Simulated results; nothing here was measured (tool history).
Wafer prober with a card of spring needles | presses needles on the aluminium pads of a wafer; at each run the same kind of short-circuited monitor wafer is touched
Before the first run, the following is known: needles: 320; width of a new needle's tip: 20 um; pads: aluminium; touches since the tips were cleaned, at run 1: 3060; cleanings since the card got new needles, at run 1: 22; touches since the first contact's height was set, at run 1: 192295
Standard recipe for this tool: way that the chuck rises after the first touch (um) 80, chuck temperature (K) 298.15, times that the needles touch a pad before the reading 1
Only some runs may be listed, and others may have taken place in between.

run	day	way that the chuck rises after the first touch (um)	chuck temperature (K)	times that the needles touch a pad before the reading	touches since the tips were cleaned	cleanings since the card got new needles	touches since the first contact's height was set	resistance of one needle with its contact and lead (mohm)	way that a needle slides on the pad (um)
1	0	80	298.15	1	3060	22	192295	275	9.628
# day 0.808: tips cleaned on abrasive film
2	1.758	80	298.15	1	6234	23	203813	290	9.602
# day 1.942: tips cleaned on abrasive film
# day 3.204: tips cleaned on abrasive film
3	4.308	96	298.15	1	7263	25	220483	274	11.534
# day 4.525: tips cleaned on abrasive film
4	5.596	96	298.15	1	7018	26	228894	270	11.537
# day 5.792: tips cleaned on abrasive film
# day 6.667: height of the first contact set anew
# day 7.038: tips cleaned on abrasive film
5	7.038	80	298.15	1	0	28	2419	231	9.702
# day 8.204: tips cleaned on abrasive film
# day 9.375: tips cleaned on abrasive film
6	9.396	80	324.15	1	143	30	17829	245	9.689
# day 10.562: tips cleaned on abrasive film
7	10.783	80	324.15	2	1454	31	26898	252	9.691
# day 11.746: tips cleaned on abrasive film
# day 12.95: tips cleaned on abrasive film
8	13.083	80	298.15	1	879	33	41936	249	9.675
# day 14.267: tips cleaned on abrasive film
9	15.171	80	298.15	1	5927	34	55592	293	9.682
# day 15.5: tips cleaned on abrasive film
# day 16.7: tips cleaned on abrasive film
10	17.25	80	298.15	1	3609	36	69195	285	9.661
# day 17.967: tips cleaned on abrasive film
# day 19.096: tips cleaned on abrasive film
11	19.65	80	298.15	1	3624	38	84874	287	9.659
# day 20.321: tips cleaned on abrasive film
12	20.908	71	298.15	1	3851	39	93111	303	8.554
# day 21.538: tips cleaned on abrasive film
13	21.975	96	298.15	1	2864	40	100080	263	11.591
# day 22.729: tips cleaned on abrasive film
# day 24.058: tips cleaned on abrasive film
14	24.092	96	298.15	1	206	42	113896	231	11.576
# day 25.279: tips cleaned on abrasive film
15	25.954	96	298.15	2	4419	43	126083	252	11.579
# day 26.458: tips cleaned on abrasive film
16	27.108	74	298.15	1	4262	44	133628	301	8.892
# day 27.754: tips cleaned on abrasive film
# day 28.912: tips cleaned on abrasive film
17	28.912	81	317.15	1	0	46	145421	237	9.732
# day 30.104: tips cleaned on abrasive film
18	30.721	81	347.15	3	4052	47	157248	259	9.735
# day 31.392: tips cleaned on abrasive film
# day 32.525: tips cleaned on abrasive film
19	32.525	91	346.15	1	0	49	169024	237	10.92
# day 33.671: tips cleaned on abrasive film
20	34.646	80	301.15	1	6397	50	182928	296	9.584
# day 34.821: tips cleaned on abrasive film
# day 36.054: tips cleaned on abrasive film
21	36.788	80	301.15	1	4811	52	196920	291	9.57
# day 37.35: tips cleaned on abrasive film
22	37.992	91	302.15	1	4207	53	204782	272	10.907
# day 38.633: tips cleaned on abrasive film
# day 39.95: tips cleaned on abrasive film
23	40.458	90	302.15	1	3343	55	220917	271	10.788
# day 41.196: tips cleaned on abrasive film
# day 42.342: tips cleaned on abrasive film
# day 42.696: height of the first contact set anew
24	42.696	86	302.15	2	2239	57	0	250	10.453
# day 43.612: tips cleaned on abrasive film
# day 44.783: tips cleaned on abrasive film
25	44.925	67	298.15	2	942	59	14562	253	8.131
# day 45.967: tips cleaned on abrasive film
26	46.604	80	387.15	1	4161	60	25537	299	9.695
# day 47.121: tips cleaned on abrasive film
27	48.125	95	362.15	3	6575	61	35494	255	11.5
# day 48.246: tips cleaned on abrasive film
# day 49.458: tips cleaned on abrasive film
28	50.054	95	348.15	3	3915	63	48105	250	11.503
# day 50.592: tips cleaned on abrasive film
# day 51.771: tips cleaned on abrasive film
29	51.929	95	348.15	3	1035	65	60334	242	11.491
# day 52.958: tips cleaned on abrasive film
30	53.179	95	348.15	3	1458	66	68525	248	11.481
# day 54.25: tips cleaned on abrasive film
# day 55.492: tips cleaned on abrasive film
31	55.492	77	348.15	1	0	68	83636	241	9.28

Branching from run 31: 3 alternative next runs. What would each branch give?
# day 56.788: tips cleaned on abrasive film
A	57.138	69	298.15	1	2313	69	94409	?	?
# day 56.788: tips cleaned on abrasive film
B	57.138	90	298.15	1	2313	69	94409	?	?
# day 56.788: tips cleaned on abrasive film
C	57.138	80	298.15	3	2313	69	94409	?	?

run	resistance of one needle with its contact and lead (mohm)	way that a needle slides on the pad (um)
A	291	8.324
B	264	10.877
C	242	9.649
Take away the tool's hidden state, keep each run's random variation, and the runs would have read:
run	resistance of one needle with its contact and lead (mohm)	way that a needle slides on the pad (um)
A	224	8.388
B	222	10.941
C	223	9.713
